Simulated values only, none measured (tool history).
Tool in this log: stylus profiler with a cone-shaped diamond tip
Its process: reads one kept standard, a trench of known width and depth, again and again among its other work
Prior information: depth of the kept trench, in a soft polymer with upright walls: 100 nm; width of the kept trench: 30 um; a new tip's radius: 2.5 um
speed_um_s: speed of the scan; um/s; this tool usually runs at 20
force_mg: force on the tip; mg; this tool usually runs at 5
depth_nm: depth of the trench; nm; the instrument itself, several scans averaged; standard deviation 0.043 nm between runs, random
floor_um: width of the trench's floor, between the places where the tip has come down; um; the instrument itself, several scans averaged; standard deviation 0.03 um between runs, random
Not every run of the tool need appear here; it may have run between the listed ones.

| run | day | speed_um_s | force_mg | depth_nm | floor_um |
|---|---|---|---|---|---|
| 1 | 0 | 20 | 5 | 101.05 | 28.17 |
| 2 | 0.633 | 20 | 5 | 101.07 | 28.17 |
| 3 | 1.329 | 20 | 5 | 101.07 | 28.17 |
| 4 | 1.896 | 28 | 5 | 101.1 | 28.13 |
| 5 | 2.725 | 28 | 5 | 101.13 | 28.11 |
| 6 | 3.725 | 28 | 5 | 101.03 | 28.17 |
| 7 | 4.6 | 28 | 5 | 101.04 | 28.11 |
| 8 | 5.221 | 28 | 5 | 100.94 | 28.1 |
| 9 | 5.712 | 20 | 5 | 101.08 | 28.12 |
| 10 | 6.138 | 22 | 5.58 | 101.16 | 28.1 |
| 11 | 6.842 | 41 | 14.88 | 102.29 | 28.07 |
| 12 | 7.433 | 7 | 2.3 | 100.51 | 28.16 |
| 13 | 8.329 | 20 | 4.78 | 100.97 | 28.11 |
| 14 | 9.138 | 28 | 3.94 | 100.89 | 28.05 |
| 15 | 10.054 | 6 | 3.74 | 100.77 | 28.08 |
| 16 | 10.725 | 6 | 3.74 | 100.81 | 28.13 |
| 17 | 11.212 | 19 | 3.07 | 100.67 | 28.06 |

5 options for the next run, each taken on its own from the tool as it stands now. Forecast them:
| A | 11.754 | 46 | 5 | ? | ? |
| B | 11.754 | 43 | 4.84 | ? | ? |
| C | 11.754 | 11 | 5 | ? | ? |
| D | 11.754 | 8 | 5 | ? | ? |
| E | 11.754 | 76 | 2.84 | ? | ? |

| run | depth_nm | floor_um |
|---|---|---|
| A | 101.02 | 27.97 |
| B | 100.93 | 27.93 |
| C | 101.06 | 28.1 |
| D | 100.93 | 28.16 |
| E | 100.63 | 27.68 |
Take away the tool's hidden state, keep each run's random variation, and the runs would have read:
| run | depth_nm | floor_um |
|---|---|---|
| A | 101.23 | 28.42 |
| B | 101.14 | 28.38 |
| C | 101.27 | 28.55 |
| D | 101.14 | 28.62 |
| E | 100.84 | 28.14 |
